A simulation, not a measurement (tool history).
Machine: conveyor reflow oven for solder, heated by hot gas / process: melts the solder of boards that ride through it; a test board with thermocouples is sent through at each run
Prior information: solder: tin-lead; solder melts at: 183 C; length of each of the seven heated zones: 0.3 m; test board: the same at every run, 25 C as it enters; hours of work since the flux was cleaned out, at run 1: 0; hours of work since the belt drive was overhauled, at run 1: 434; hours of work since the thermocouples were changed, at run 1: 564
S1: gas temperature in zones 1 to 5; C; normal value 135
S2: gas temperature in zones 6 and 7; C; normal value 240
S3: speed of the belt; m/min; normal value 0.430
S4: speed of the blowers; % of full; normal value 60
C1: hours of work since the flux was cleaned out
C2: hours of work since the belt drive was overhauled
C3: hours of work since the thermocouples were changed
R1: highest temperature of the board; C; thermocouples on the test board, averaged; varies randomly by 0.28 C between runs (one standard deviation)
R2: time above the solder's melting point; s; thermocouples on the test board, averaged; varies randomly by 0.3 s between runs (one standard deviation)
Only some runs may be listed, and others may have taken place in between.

{"run": 1, "hour": 0.0, "S1": 135, "S2": 240, "S3": 0.43, "S4": 60, "C1": 0, "C2": 434, "C3": 564, "R1": 220.6, "R2": 63.8}
{"run": 2, "hour": 19.8, "S1": 135, "S2": 240, "S3": 0.43, "S4": 60, "C1": 14, "C2": 448, "C3": 578, "R1": 219.7, "R2": 64.1}
{"run": 3, "hour": 39.5, "S1": 135, "S2": 240, "S3": 0.43, "S4": 60, "C1": 28, "C2": 462, "C3": 592, "R1": 220.1, "R2": 63.7}
{"run": 4, "hour": 50.8, "S1": 135, "S2": 240, "S3": 0.43, "S4": 60, "C1": 35, "C2": 469, "C3": 599, "R1": 220.2, "R2": 63.8}
{"run": 5, "hour": 60.5, "S1": 135, "S2": 240, "S3": 0.43, "S4": 60, "C1": 42, "C2": 476, "C3": 606, "R1": 220.0, "R2": 63.5}
{"run": 6, "hour": 77.2, "S1": 135, "S2": 240, "S3": 0.43, "S4": 60, "C1": 54, "C2": 488, "C3": 618, "R1": 220.5, "R2": 63.8}
{"run": 7, "hour": 95.8, "S1": 140, "S2": 240, "S3": 0.43, "S4": 60, "C1": 67, "C2": 501, "C3": 631, "R1": 221.1, "R2": 66.5}
{"run": 8, "hour": 105.9, "S1": 140, "S2": 240, "S3": 0.43, "S4": 60, "C1": 74, "C2": 508, "C3": 638, "R1": 220.8, "R2": 67.1}
{"run": 9, "hour": 123.0, "S1": 128, "S2": 240, "S3": 0.43, "S4": 60, "C1": 86, "C2": 520, "C3": 650, "R1": 218.8, "R2": 59.9}
{"run": 10, "hour": 142.7, "S1": 128, "S2": 240, "S3": 0.43, "S4": 60, "C1": 99, "C2": 533, "C3": 663, "R1": 218.4, "R2": 59.8}
{"run": 11, "hour": 162.7, "S1": 128, "S2": 240, "S3": 0.43, "S4": 74, "C1": 113, "C2": 547, "C3": 677, "R1": 221.6, "R2": 62.4}
{"run": 12, "hour": 176.0, "S1": 128, "S2": 240, "S3": 0.43, "S4": 74, "C1": 123, "C2": 557, "C3": 687, "R1": 221.2, "R2": 63.1}
{"run": 13, "hour": 198.1, "S1": 126, "S2": 240, "S3": 0.43, "S4": 60, "C1": 138, "C2": 572, "C3": 702, "R1": 218.7, "R2": 59.4}
{"run": 14, "hour": 217.8, "S1": 126, "S2": 240, "S3": 0.43, "S4": 60, "C1": 152, "C2": 586, "C3": 716, "R1": 217.6, "R2": 58.9}
{"run": 15, "hour": 229.9, "S1": 126, "S2": 240, "S3": 0.43, "S4": 60, "C1": 160, "C2": 594, "C3": 724, "R1": 217.9, "R2": 58.3}
{"run": 16, "hour": 245.5, "S1": 126, "S2": 240, "S3": 0.43, "S4": 60, "C1": 171, "C2": 605, "C3": 735, "R1": 217.8, "R2": 59.1}
{"run": 17, "hour": 260.1, "S1": 139, "S2": 231, "S3": 0.38, "S4": 81, "C1": 181, "C2": 615, "C3": 745, "R1": 220.3, "R2": 75.2}
{"run": 18, "hour": 270.8, "S1": 137, "S2": 251, "S3": 0.368, "S4": 58, "C1": 189, "C2": 623, "C3": 753, "R1": 235.4, "R2": 88.2}
{"run": 19, "hour": 284.8, "S1": 137, "S2": 232, "S3": 0.5, "S4": 56, "C1": 198, "C2": 633, "C3": 762, "R1": 206.8, "R2": 41.8}
{"run": 20, "hour": 303.2, "S1": 137, "S2": 232, "S3": 0.5, "S4": 56, "C1": 211, "C2": 645, "C3": 775, "R1": 206.2, "R2": 42.0}
{"run": 21, "hour": 319.5, "S1": 135, "S2": 240, "S3": 0.43, "S4": 88, "C1": 223, "C2": 657, "C3": 787, "R1": 223.9, "R2": 67.8}
{"run": 22, "hour": 341.0, "S1": 148, "S2": 254, "S3": 0.485, "S4": 59, "C1": 238, "C2": 672, "C3": 802, "R1": 228.7, "R2": 66.9}
{"run": 23, "hour": 358.5, "S1": 148, "S2": 254, "S3": 0.485, "S4": 59, "C1": 250, "C2": 684, "C3": 814, "R1": 229.5, "R2": 67.1}
{"run": 24, "hour": 377.8, "S1": 135, "S2": 240, "S3": 0.428, "S4": 60, "C1": 263, "C2": 697, "C3": 827, "R1": 220.0, "R2": 63.7}
{"run": 25, "hour": 401.0, "S1": 144, "S2": 245, "S3": 0.428, "S4": 74, "C1": 279, "C2": 713, "C3": 843, "R1": 228.1, "R2": 73.6}

Same runs, no hidden state in the tool, same run-to-run variation:
Hidden state present: heat that the gas passes to the board, % of a clean oven's; belt's true speed, % of the reading; true gas temperature in zones 6 and 7 over the reading, C; drift of the gauge itself on peak_c, C; drift of the gauge itself on liquid_s, %.
run=1 R1=219.4 R2=62.5
run=2 R1=218.6 R2=62.8
run=3 R1=219.0 R2=62.4
run=4 R1=219.2 R2=62.5
run=5 R1=219.0 R2=62.3
run=6 R1=219.5 R2=62.6
run=7 R1=220.1 R2=65.4
run=8 R1=219.8 R2=65.9
run=9 R1=217.9 R2=58.8
run=10 R1=217.6 R2=58.7
run=11 R1=220.8 R2=61.5
run=12 R1=220.4 R2=62.2
run=13 R1=218.0 R2=58.4
run=14 R1=216.9 R2=58.0
run=15 R1=217.3 R2=57.5
run=16 R1=217.3 R2=58.2
run=17 R1=219.4 R2=74.2
run=18 R1=234.6 R2=86.9
run=19 R1=206.4 R2=41.3
run=20 R1=205.9 R2=41.6
run=21 R1=223.6 R2=67.2
run=22 R1=228.5 R2=66.2
run=23 R1=229.3 R2=66.4
run=24 R1=219.6 R2=63.0
run=25 R1=227.8 R2=72.8

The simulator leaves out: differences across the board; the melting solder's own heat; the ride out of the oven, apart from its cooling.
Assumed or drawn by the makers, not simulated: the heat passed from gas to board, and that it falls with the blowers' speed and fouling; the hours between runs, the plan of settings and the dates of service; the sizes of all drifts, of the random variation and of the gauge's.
